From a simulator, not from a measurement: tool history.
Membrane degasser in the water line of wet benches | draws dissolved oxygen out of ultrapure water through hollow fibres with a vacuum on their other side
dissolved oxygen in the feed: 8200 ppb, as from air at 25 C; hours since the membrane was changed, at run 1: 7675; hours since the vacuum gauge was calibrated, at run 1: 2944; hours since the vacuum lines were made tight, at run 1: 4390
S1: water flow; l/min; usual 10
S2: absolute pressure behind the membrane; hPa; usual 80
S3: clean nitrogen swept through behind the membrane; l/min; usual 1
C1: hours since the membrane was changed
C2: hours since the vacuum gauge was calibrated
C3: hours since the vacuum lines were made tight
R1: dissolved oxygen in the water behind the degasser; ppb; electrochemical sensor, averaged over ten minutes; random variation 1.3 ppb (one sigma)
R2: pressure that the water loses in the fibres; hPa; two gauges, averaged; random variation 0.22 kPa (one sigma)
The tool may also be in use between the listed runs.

run 1 day=0 | S1=10 S2=80 S3=1 | C1=7675 C2=2944 C3=4390 | R1=145.3 R2=588.6
run 2 day=11.396 | S1=10 S2=80 S3=1 | C1=7948 C2=3217 C3=4663 | R1=146.7 R2=592.6
run 3 day=24.562 | S1=10 S2=80 S3=1 | C1=8264 C2=3533 C3=4979 | R1=147.6 R2=593.7
run 4 day=33.575 | S1=10 S2=80 S3=1 | C1=8481 C2=3750 C3=5196 | R1=149.3 R2=594
run 5 day=43.888 | S1=10 S2=80 S3=1 | C1=8728 C2=3997 C3=5443 | R1=149.8 R2=597
run 6 day=50.383 | S1=10 S2=80 S3=1 | C1=8884 C2=4153 C3=5599 | R1=154.5 R2=598.7
run 7 day=60.862 | S1=10 S2=80 S3=1 | C1=9135 C2=4404 C3=5850 | R1=155.6 R2=599.3
run 8 day=68.421 | S1=10 S2=109 S3=1 | C1=9317 C2=4586 C3=6032 | R1=223.4 R2=607.6
run 9 day=75.625 | S1=10 S2=109 S3=1 | C1=9490 C2=4759 C3=6205 | R1=229.2 R2=604.4
run 10 day=86.562 | S1=10 S2=109 S3=1 | C1=9752 C2=5021 C3=6467 | R1=229.5 R2=606.3
run 11 day=93.15 | S1=10 S2=80 S3=1 | C1=9910 C2=5179 C3=6625 | R1=158.8 R2=603.4
-- day=96.067 seals of the vacuum lines changed
run 12 day=105.946 | S1=10 S2=80 S3=1 | C1=10215 C2=5484 C3=237 | R1=147.7 R2=609.7
run 13 day=113.329 | S1=10 S2=80 S3=1 | C1=10393 C2=5662 C3=414 | R1=148.5 R2=606.1
-- day=118.833 membrane cartridge changed
run 14 day=119.988 | S1=10 S2=80 S3=1 | C1=28 C2=5817 C3=570 | R1=134.6 R2=523.6
run 15 day=128.054 | S1=10 S2=80 S3=0.74 | C1=221 C2=6011 C3=764 | R1=175.5 R2=529.4
run 16 day=133.758 | S1=10 S2=95.4 S3=1 | C1=358 C2=6148 C3=901 | R1=172.2 R2=531.3
run 17 day=139.192 | S1=9 S2=55.4 S3=1.44 | C1=489 C2=6278 C3=1031 | R1=50.1 R2=479.2
run 18 day=147.042 | S1=9 S2=55.4 S3=1.44 | C1=677 C2=6467 C3=1219 | R1=51.3 R2=482.1
run 19 day=160.121 | S1=12 S2=55.4 S3=2.12 | C1=991 C2=6781 C3=1533 | R1=68.2 R2=644.1

Run 20 comes next. What will it give?
run 20 day=170.729 | S1=14 S2=85.4 S3=1.1 | C1=1246 C2=7035 C3=1788 | R1=? R2=?

Run 20 gave R1 218.9 ppb, R2 754.2 hPa.
Without the tool's hidden state the same run would have given R1 196.1 ppb, R2 742.6 hPa.
